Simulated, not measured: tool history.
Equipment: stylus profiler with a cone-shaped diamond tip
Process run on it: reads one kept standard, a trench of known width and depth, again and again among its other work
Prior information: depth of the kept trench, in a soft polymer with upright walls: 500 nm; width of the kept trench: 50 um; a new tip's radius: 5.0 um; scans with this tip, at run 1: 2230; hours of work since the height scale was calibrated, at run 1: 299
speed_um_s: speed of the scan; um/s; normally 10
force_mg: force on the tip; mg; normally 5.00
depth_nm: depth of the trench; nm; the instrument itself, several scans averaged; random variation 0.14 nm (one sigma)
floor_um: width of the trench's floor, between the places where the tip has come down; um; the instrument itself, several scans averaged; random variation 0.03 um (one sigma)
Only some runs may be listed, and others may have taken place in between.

run	hour	speed_um_s	force_mg	scans with this tip	hours of work since the height scale was calibrated	depth_nm	floor_um
1	0.0	10	5.00	2230	299	508.56	45.20
2	44.3	10	5.00	2447	329	508.81	45.20
3	74.5	10	5.00	2595	348	508.62	45.12
4	106.3	10	5.00	2751	369	508.79	45.17
5	132.6	10	5.00	2880	387	508.70	45.14
6	157.7	10	5.00	3003	403	508.84	45.10
7	205.7	10	5.00	3238	435	508.74	45.07
8	248.1	10	5.00	3446	463	508.99	45.05
9	296.2	10	5.00	3682	494	508.60	45.04
10	323.3	10	5.00	3814	512	508.31	45.04
11	345.3	10	5.00	3922	527	508.52	44.95
12	367.4	10	5.00	4031	541	508.72	44.95
13	388.9	10	5.00	4136	555	508.55	44.99
14	422.6	10	2.28	4301	577	504.91	44.93
15	460.1	33	5.00	4485	602	508.62	44.80
16	502.2	10	5.00	4692	630	508.27	44.94
17	538.1	10	5.00	4867	653	508.46	44.87
18	578.8	29	5.00	5067	680	508.19	44.75
19	602.7	29	5.00	5184	696	508.12	44.77
20	632.1	29	5.00	5328	715	508.33	44.69
21	674.5	29	5.00	5536	743	508.22	44.69
22	712.9	7	5.00	5725	768	508.26	44.74
23	758.5	10	1.77	5948	798	503.64	44.67
24	792.1	10	1.77	6113	821	503.32	44.71
25	821.5	10	1.77	6257	840	503.44	44.71
26	851.6	10	1.77	6404	860	503.47	44.64
27	878.7	21	1.77	6537	878	503.68	44.54
28	922.6	21	1.77	6753	906	503.48	44.57
29	963.8	21	1.77	6955	934	503.54	44.50
30	1008.2	21	1.77	7172	963	503.35	44.53
31	1056.4	21	1.77	7408	995	503.18	44.46
32	1103.3	19	2.89	7638	1025	505.18	44.49
33	1133.2	7	7.61	7785	1045	510.88	44.55
34	1156.9	22	13.54	7901	1061	516.65	44.46
35	1195.9	16	10.71	8092	1086	513.72	44.44
36	1241.3	10	6.51	8315	1116	509.56	44.46
37	1290.7	10	6.51	8557	1149	509.27	44.44
38	1335.6	10	6.51	8777	1178	509.25	44.45
39	1367.4	10	6.51	8933	1199	509.29	44.38
40	1401.6	27	4.03	9100	1222	506.54	44.26
41	1436.6	11	1.90	9272	1245	502.83	44.31
42	1472.0	39	2.20	9446	1268	503.74	44.08
43	1503.6	6	3.28	9600	1289	505.45	44.32
44	1527.3	6	3.28	9717	1304	505.15	44.31
45	1556.4	24	2.95	9859	1324	504.92	44.18
46	1604.1	3	1.85	10093	1355	503.17	44.29

Consider 5 possible next runs. They are alternatives, not a sequence: every one starts from the tool as it was left by run 46. What does each give?
A	1631.9	11	5.00	10229	1373	?	?
B	1631.9	18	6.79	10229	1373	?	?
C	1631.9	7	1.95	10229	1373	?	?
D	1631.9	15	5.74	10229	1373	?	?
E	1631.9	6	13.85	10229	1373	?	?

run	depth_nm	floor_um
A	507.21	44.22
B	509.35	44.24
C	503.02	44.26
D	508.41	44.19
E	516.42	44.29
With the hidden condition removed and each run's random variation left untouched, the same runs would have given:
run	depth_nm	floor_um
A	509.04	45.58
B	511.19	45.60
C	504.83	45.62
D	510.24	45.56
E	518.28	45.65

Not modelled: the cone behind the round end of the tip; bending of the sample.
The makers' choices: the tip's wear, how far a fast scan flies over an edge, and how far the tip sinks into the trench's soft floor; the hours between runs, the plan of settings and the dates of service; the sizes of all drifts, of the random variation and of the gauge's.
